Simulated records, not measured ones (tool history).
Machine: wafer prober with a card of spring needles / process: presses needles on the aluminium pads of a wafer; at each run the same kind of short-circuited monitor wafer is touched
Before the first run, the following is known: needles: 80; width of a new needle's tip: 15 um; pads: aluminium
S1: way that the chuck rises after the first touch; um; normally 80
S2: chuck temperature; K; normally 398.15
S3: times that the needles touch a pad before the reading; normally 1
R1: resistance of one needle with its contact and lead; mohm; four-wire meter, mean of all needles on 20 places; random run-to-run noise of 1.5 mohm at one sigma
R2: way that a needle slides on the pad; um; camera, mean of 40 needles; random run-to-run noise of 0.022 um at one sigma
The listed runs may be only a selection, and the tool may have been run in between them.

| run | hour | S1 | S2 | S3 | R1 | R2 |
|---|---|---|---|---|---|---|
| 1 | 0.0 | 80 | 398.15 | 1 | 163 | 10.18 |
|  | 2.7 | tips cleaned on abrasive film |
|  | 17.9 | tips cleaned on abrasive film |
|  | 32.8 | tips cleaned on abrasive film |
| 2 | 35.6 | 80 | 398.15 | 3 | 142 | 10.18 |
|  | 47.6 | tips cleaned on abrasive film |
| 3 | 57.2 | 88 | 398.15 | 1 | 159 | 11.18 |
|  | 62.4 | tips cleaned on abrasive film |
|  | 78.6 | tips cleaned on abrasive film |
| 4 | 81.1 | 88 | 398.15 | 1 | 149 | 11.16 |
|  | 96.2 | tips cleaned on abrasive film |
| 5 | 108.4 | 67 | 398.15 | 1 | 175 | 8.48 |
|  | 111.3 | tips cleaned on abrasive film |
|  | 114.5 | height of the first contact set anew |
|  | 126.4 | tips cleaned on abrasive film |
|  | 142.3 | tips cleaned on abrasive film |
| 6 | 142.3 | 67 | 398.15 | 1 | 147 | 8.25 |
|  | 159.0 | tips cleaned on abrasive film |
|  | 174.4 | tips cleaned on abrasive film |
| 7 | 176.8 | 65 | 398.15 | 1 | 157 | 7.95 |
|  | 190.7 | tips cleaned on abrasive film |
|  | 207.2 | tips cleaned on abrasive film |
| 8 | 207.2 | 65 | 398.15 | 1 | 151 | 7.94 |
|  | 223.0 | tips cleaned on abrasive film |
| 9 | 225.6 | 65 | 398.15 | 1 | 158 | 7.92 |
|  | 239.7 | tips cleaned on abrasive film |
|  | 255.5 | tips cleaned on abrasive film |
| 10 | 269.5 | 89 | 398.15 | 1 | 162 | 10.99 |
|  | 272.8 | tips cleaned on abrasive film |
|  | 289.9 | tips cleaned on abrasive film |
| 11 | 303.3 | 89 | 398.15 | 2 | 152 | 10.99 |
|  | 306.5 | tips cleaned on abrasive film |
|  | 321.8 | tips cleaned on abrasive film |
|  | 337.5 | height of the first contact set anew, once more |
|  | 337.6 | tips cleaned on abrasive film |
| 12 | 347.3 | 80 | 306.15 | 1 | 155 | 10.35 |
|  | 353.4 | tips cleaned on abrasive film |
|  | 369.0 | tips cleaned on abrasive film |
| 13 | 371.0 | 80 | 306.15 | 1 | 134 | 10.33 |
|  | 383.9 | tips cleaned on abrasive film |
|  | 399.9 | tips cleaned on abrasive film |
| 14 | 403.9 | 90 | 398.15 | 1 | 149 | 11.61 |

Run 15 has not been measured yet. What should we expect?
|  | 415.0 | tips cleaned on abrasive film |
|  | 430.4 | tips cleaned on abrasive film |
| 15 | 430.4 | 90 | 398.15 | 1 | ? | ? |

{"run 15": {"R1": 138, "R2": 11.58}}
If the tool had no hidden condition, the same run with the same run-to-run variation would have returned R1 134 mohm, R2 11.68 um.
